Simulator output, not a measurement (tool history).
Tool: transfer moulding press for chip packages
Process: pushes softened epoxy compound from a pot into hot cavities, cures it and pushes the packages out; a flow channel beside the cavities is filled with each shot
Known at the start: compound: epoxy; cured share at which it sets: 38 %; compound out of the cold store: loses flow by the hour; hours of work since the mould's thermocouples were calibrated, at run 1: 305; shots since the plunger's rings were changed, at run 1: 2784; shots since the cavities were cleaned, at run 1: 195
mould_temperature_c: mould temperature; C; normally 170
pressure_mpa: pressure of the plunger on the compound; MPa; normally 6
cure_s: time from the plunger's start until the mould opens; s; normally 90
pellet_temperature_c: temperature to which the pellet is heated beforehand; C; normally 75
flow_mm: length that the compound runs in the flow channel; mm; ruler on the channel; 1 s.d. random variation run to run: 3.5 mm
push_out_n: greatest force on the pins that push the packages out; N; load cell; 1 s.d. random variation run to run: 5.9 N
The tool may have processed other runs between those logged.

run,hour,mould_temperature_c,pressure_mpa,cure_s,pellet_temperature_c,hours of work since the mould's thermocouples were calibrated,shots since the plunger's rings were changed,shots since the cavities were cleaned,incoming compound's hours out of the cold store,flow_mm,push_out_n
1,0,170,6,90,75,305,2784,195,26.4,974,226
2,9.5,170,6,92,75,312,2936,347,32.2,949,203
3,24.3,170,6,109,75,324,3170,581,26.2,968,183
4,42.2,170,4.75,90,75,338,3455,866,15.4,900,215
# hour 54.6: cavities cleaned with cleaning compound and waxed
5,55.2,174,6,90,75,347,3635,8,15.6,994,185
6,78.6,170,6,90,75,366,4008,381,43.2,904,215
# hour 86.1: plunger's sealing rings changed
7,98.2,170,6,90,75,379,192,652,37.3,932,216
8,114.3,170,6,90,75,392,447,907,8.9,1041,233
# hour 124.3: cavities cleaned with cleaning compound and waxed
9,131,170,4.67,90,75,404,688,107,21.8,869,221
10,141.3,170,4.67,90,75,412,851,270,35.7,833,218
11,151.6,170,6.17,90,75,420,1015,434,42.4,933,221
12,170.4,170,6,90,75,435,1312,731,39.5,930,228
13,180.4,170,6,90,79,443,1471,890,11.5,1029,229
# hour 191.1: cavities cleaned with cleaning compound and waxed
14,198.3,170,6,90,79,455,1731,114,8.7,1030,224
15,216.5,167,6.65,101,79,470,2021,404,25.3,1033,208
16,237.1,167,6.65,101,79,486,2347,730,43.8,969,208
17,253,167,5.89,71,68,499,2599,982,21.3,994,526
# hour 258.5: cavities cleaned with cleaning compound and waxed
18,276.3,163,7.35,90,69,516,2945,283,37.2,1063,363
19,294.8,170,6,96,75,530,3238,576,47.6,895,207
20,308.7,170,4.53,96,83,541,3458,796,31.2,827,196
21,318.4,170,6.41,74,79,549,3613,951,33.2,980,357
# hour 326.2: cavities cleaned with cleaning compound and waxed
22,340.8,175,6.41,74,72,565,3944,232,27,980,252
# hour 351.7: plunger's sealing rings changed
23,358.4,175,6.41,74,72,577,105,471,20.5,1000,253
24,372,175,6.41,99,81,588,321,687,19.8,1010,167
# hour 396.4: cavities cleaned with cleaning compound and waxed
25,396.4,175,6.41,99,81,606,684,0,21.1,1002,170
26,410.2,175,6.41,99,81,617,904,220,31.8,963,174
27,428.5,170,5.27,90,75,631,1194,510,22.6,927,219
28,444.1,170,5.27,90,68,644,1441,757,29.3,893,219

Had the tool no unlogged condition, and each run kept its random variation, what would the results have been?
The hidden state here: true mould temperature over the reading, C; pressure that reaches the compound, % of what is set; grip of the stained cavities, % over clean ones'; drift of the gauge itself on flow_mm, %; drift of the gauge itself on push_out_n, %.
run,push_out_n
1,224
2,201
3,180
4,211
5,185
6,212
7,213
8,229
9,220
10,216
11,218
12,225
13,225
14,223
15,206
16,205
17,516
18,359
19,204
20,192
21,350
22,250
23,250
24,165
25,170
26,172
27,216
28,215
flow_mm: within 1 mm of the measured result in every run.
